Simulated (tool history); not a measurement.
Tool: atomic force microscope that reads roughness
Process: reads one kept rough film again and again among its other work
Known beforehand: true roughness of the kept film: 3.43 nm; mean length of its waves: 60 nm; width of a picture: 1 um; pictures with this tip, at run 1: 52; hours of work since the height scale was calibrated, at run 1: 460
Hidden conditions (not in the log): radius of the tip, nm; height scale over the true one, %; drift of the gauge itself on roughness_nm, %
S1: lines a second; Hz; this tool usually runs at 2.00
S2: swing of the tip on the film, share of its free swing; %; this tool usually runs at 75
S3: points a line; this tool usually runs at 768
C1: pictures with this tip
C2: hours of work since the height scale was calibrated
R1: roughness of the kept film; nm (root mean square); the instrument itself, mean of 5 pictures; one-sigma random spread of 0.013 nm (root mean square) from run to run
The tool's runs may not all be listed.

run    hour    S1  S2   S3   C1    C2     R1
  1     0.0  2.00  75  768   52   460  2.986
  2    42.6  2.00  75  795   98   486  2.898
  3    87.6  2.00  75  795  147   514  2.870
      118.9  -- new tip fitted
  4   122.8  2.00  77  768    4   536  2.989
  5   163.0  2.00  77  768   48   561  2.954
  6   210.4  2.00  77  768   99   590  2.894
  7   252.2  2.00  77  768  144   616  2.826
      282.9  -- new tip fitted
  8   313.4  1.43  75  768   33   653  3.063
  9   364.9  1.43  75  768   88   685  2.985
 10   408.6  1.43  75  331  135   712  2.958
      450.5  -- new tip fitted
 11   460.3  1.43  74  331   11   744  3.090
 12   498.9  1.43  74  331   52   768  3.079
 13   540.5  1.43  74  331   97   793  2.968
 14   576.7  1.43  74  331  136   816  2.960
 15   611.6  1.43  74  331  174   837  2.912
      615.5  -- new tip fitted
 16   657.0  1.43  74  331   44   865  3.049
 17   690.6  2.00  75  768   81   886  2.928
 18   734.4  2.00  75  768  128   913  2.884
      781.8  -- new tip fitted
 19   795.6  0.96  75  768   15   951  3.148
 20   848.7  0.96  75  768   73   983  3.073
 21   902.5  0.96  75  768  131  1017  2.992
 22   930.4  2.00  75  768  161  1034  2.875
      947.1  -- new tip fitted
 23   960.4  2.00  75  768   15  1052  3.029
 24  1020.6  0.77  75  768   80  1089  3.079
 25  1058.0  2.00  75  768  120  1113  2.883
 26  1102.5  2.00  75  768  168  1140  2.820
     1111.4  -- new tip fitted
 27  1148.4  2.00  75  768   40  1168  2.974
 28  1204.7  0.95  75  292  101  1203  3.032
 29  1266.2  2.22  89  309  167  1241  2.580
     1280.0  -- new tip fitted
 30  1324.6  2.22  66  445   49  1277  2.994
 31  1359.4  2.22  66  445   86  1298  2.988
 32  1398.2  1.07  81  445  128  1322  2.908
     1443.7  -- new tip fitted
 33  1443.7  1.07  81  445    0  1350  3.078
 34  1480.0  1.15  79  768   39  1373  3.026
 35  1539.8  3.58  84  768  103  1410  2.541
 36  1581.7  1.09  75  768  149  1435  2.980
     1611.4  -- new tip fitted
 37  1629.2  0.66  58  881   19  1465  3.213
 38  1658.7  2.61  79  768   51  1483  2.803
 39  1709.2  2.61  79  768  106  1514  2.747
 40  1755.7  1.45  57  927  156  1543  3.023
     1775.8  -- new tip fitted
 41  1804.8  0.75  57  691   31  1573  3.175
 42  1855.3  0.75  57  691   86  1604  3.100
 43  1913.6  3.28  73  545  149  1640  2.737
     1943.9  -- new tip fitted
 44  1959.6  2.00  75  759   17  1668  2.987
 45  1986.8  2.00  75  759   46  1685  2.961
 46  2034.7  2.00  75  759   98  1715  2.896
 47  2079.7  2.00  75  759  146  1743  2.840
     2112.2  -- new tip fitted
 48  2118.4  2.00  75  759    7  1766  3.026
 49  2160.5  1.17  57  344   52  1792  3.112
 50  2207.7  2.88  73  807  103  1821  2.837
 51  2247.7  2.88  73  807  146  1846  2.786

Selected run-to-run steps in R1, each split into two signed amounts: the part the tool would show with no hidden state at all (from settings, incoming material and random variation), and the remainder, which goes to the hidden state together with any gauge scatter not common to the measured and the hidden-state-free results:
Run 28 -> 29: S1 0.95 -> 2.22, S2 75 -> 89, S3 292 -> 309. R1 -0.452 nm (root mean square): hidden state -0.043, all else -0.409.
Run 32 -> 33: new tip fitted. R1 +0.170 nm (root mean square): hidden state +0.158, all else +0.012.
Run 34 -> 35: S1 1.15 -> 3.58, S2 79 -> 84. R1 -0.485 nm (root mean square): hidden state -0.051, all else -0.434.
Run 35 -> 36: S1 3.58 -> 1.09, S2 84 -> 75. R1 +0.439 nm (root mean square): hidden state -0.075, all else +0.514.
Run 40 -> 41: S1 1.45 -> 0.75, S3 927 -> 691, new tip fitted. R1 +0.152 nm (root mean square): hidden state +0.152, all else +0.000.
Run 47 -> 48: new tip fitted. R1 +0.186 nm (root mean square): hidden state +0.148, all else +0.038.
